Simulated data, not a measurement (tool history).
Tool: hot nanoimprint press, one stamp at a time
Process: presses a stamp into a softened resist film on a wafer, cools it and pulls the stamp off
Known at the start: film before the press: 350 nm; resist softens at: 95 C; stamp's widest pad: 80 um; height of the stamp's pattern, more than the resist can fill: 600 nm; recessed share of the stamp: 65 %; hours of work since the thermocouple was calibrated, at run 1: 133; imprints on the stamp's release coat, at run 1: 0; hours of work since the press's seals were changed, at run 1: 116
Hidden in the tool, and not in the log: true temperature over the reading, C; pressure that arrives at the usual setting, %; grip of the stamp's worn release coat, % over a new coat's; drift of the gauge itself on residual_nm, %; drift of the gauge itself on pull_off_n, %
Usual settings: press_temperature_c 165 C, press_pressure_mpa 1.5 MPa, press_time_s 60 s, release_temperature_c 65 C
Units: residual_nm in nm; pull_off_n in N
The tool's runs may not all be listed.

run    day  press_temperature_c  press_pressure_mpa  press_time_s  release_temperature_c  hours of work since the thermocouple was calibrated  imprints on the stamp's release coat  hours of work since the press's seals were changed  residual_nm  pull_off_n
  1  0.000                  165                 1.5            60                     65                                                  133                                     0                                                 116        188.9         219
  2  0.342                  165                 1.5            60                     65                                                  137                                    16                                                 120        188.9         239
  3  0.758                  165                 1.5            39                     65                                                  142                                    35                                                 124        214.9         222
  4  1.238                  165                 1.5            39                     65                                                  147                                    56                                                 130        215.4         224
  5  1.650                  165                 1.5            39                     65                                                  152                                    75                                                 135        216.0         227
  6  2.088                  165                 1.5            39                     65                                                  157                                    95                                                 139        214.9         222
  7  2.567                  165                 1.5            39                     65                                                  162                                   117                                                 145        215.1         223
  8  3.033                  172                 1.5            60                     65                                                  167                                   138                                                 150        135.1         227
  9  3.329                  165                 1.5            60                     65                                                  171                                   151                                                 154        187.8         232
 10  3.817                  165                 1.7            60                     65                                                  176                                   173                                                 159        178.2         222
 11  4.221                  165                 1.7            60                     65                                                  181                                   192                                                 164        178.0         226
 12  4.525                  165                 1.5            31                     65                                                  184                                   205                                                 167        228.9         231
 13  4.754                  165                 1.5            31                     65                                                  187                                   216                                                 170        228.6         222
 14  5.125                  165                 1.5            60                     65                                                  191                                   233                                                 174        187.6         220

The next listed run, before its measurement:
 15  5.512                  165                 1.5            60                     65                                                  196                                   250                                                 178            ?           ?

{"run 15": {"residual_nm": 187.2, "pull_off_n": 228}}
Without the tool's hidden state the same run would have given residual_nm 188.8 nm, pull_off_n 227 N.

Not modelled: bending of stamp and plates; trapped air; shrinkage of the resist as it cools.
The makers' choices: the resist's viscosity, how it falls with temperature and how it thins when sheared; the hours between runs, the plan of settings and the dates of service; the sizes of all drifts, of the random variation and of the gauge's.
